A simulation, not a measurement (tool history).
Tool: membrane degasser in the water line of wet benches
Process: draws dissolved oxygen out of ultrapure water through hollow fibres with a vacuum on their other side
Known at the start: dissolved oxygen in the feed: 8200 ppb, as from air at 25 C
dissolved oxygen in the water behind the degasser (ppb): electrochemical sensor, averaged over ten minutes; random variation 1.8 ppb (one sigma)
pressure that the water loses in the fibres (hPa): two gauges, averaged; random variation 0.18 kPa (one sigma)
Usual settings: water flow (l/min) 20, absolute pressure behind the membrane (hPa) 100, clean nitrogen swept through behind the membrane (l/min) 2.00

run	hour	water flow (l/min)	absolute pressure behind the membrane (hPa)	clean nitrogen swept through behind the membrane (l/min)	dissolved oxygen in the water behind the degasser (ppb)	pressure that the water loses in the fibres (hPa)
1	0.0	20	100	2.00	178.6	345.1
2	72.9	20	83	2.00	139.7	351.5
3	158.3	20	100	2.00	179.1	347.9
4	245.7	20	100	1.55	216.4	346.0
5	318.9	20	100	1.55	217.7	347.6
6	377.9	20	100	1.55	221.6	347.8
7	468.1	30	100	1.55	344.7	523.0
8	561.7	12	100	1.55	128.4	210.5
9	601.4	13	100	1.55	140.1	227.1
10	647.0	13	100	1.55	140.2	225.1
11	736.8	20	100	2.00	179.3	350.5
12	803.4	20	100	2.00	180.0	347.6
13	884.8	20	100	2.00	178.1	347.4
14	940.2	13	100	2.00	109.9	228.1
15	1034.3	20	96	2.00	171.1	350.7
16	1127.5	20	100	1.00	312.2	351.3
17	1173.2	20	100	1.00	316.0	346.3
18	1214.4	20	100	3.09	127.5	345.8
19	1258.9	20	100	3.09	128.4	347.6
20	1305.7	20	73	2.00	118.7	348.2
21	1355.6	14	61	4.79	28.2	242.4
22	1430.3	14	61	4.79	28.6	244.4
23	1490.5	14	61	4.79	28.2	244.0
24	1584.6	14	61	4.79	28.3	242.2
25	1662.0	14	61	4.79	28.4	242.9
26	1748.1	14	61	4.79	28.7	242.2
27	1800.2	14	61	4.79	27.9	240.0
28	1885.5	16	100	2.00	138.3	280.8
29	1962.4	20	91	4.75	80.9	350.7
30	2056.8	15	98	1.09	215.5	260.7
31	2107.1	15	195	1.21	458.4	261.3
32	2154.7	15	144	1.21	321.2	261.1

4 ways to go on from here, each from the tool as it stands after run 32. What would each give?
A	2236.1	15	242	4.09	?	?
B	2236.1	17	144	1.21	?	?
C	2236.1	18	103	4.34	?	?
D	2236.1	31	110	1.43	?	?

run	dissolved oxygen in the water behind the degasser (ppb)	pressure that the water loses in the fibres (hPa)
A	195.9	258.8
B	365.4	294.4
C	87.9	313.4
D	421.0	541.0
Without the tool's hidden state the same runs would have given:
run	dissolved oxygen in the water behind the degasser (ppb)	pressure that the water loses in the fibres (hPa)
A	195.4	258.6
B	364.6	294.1
C	87.6	313.1
D	420.2	540.5

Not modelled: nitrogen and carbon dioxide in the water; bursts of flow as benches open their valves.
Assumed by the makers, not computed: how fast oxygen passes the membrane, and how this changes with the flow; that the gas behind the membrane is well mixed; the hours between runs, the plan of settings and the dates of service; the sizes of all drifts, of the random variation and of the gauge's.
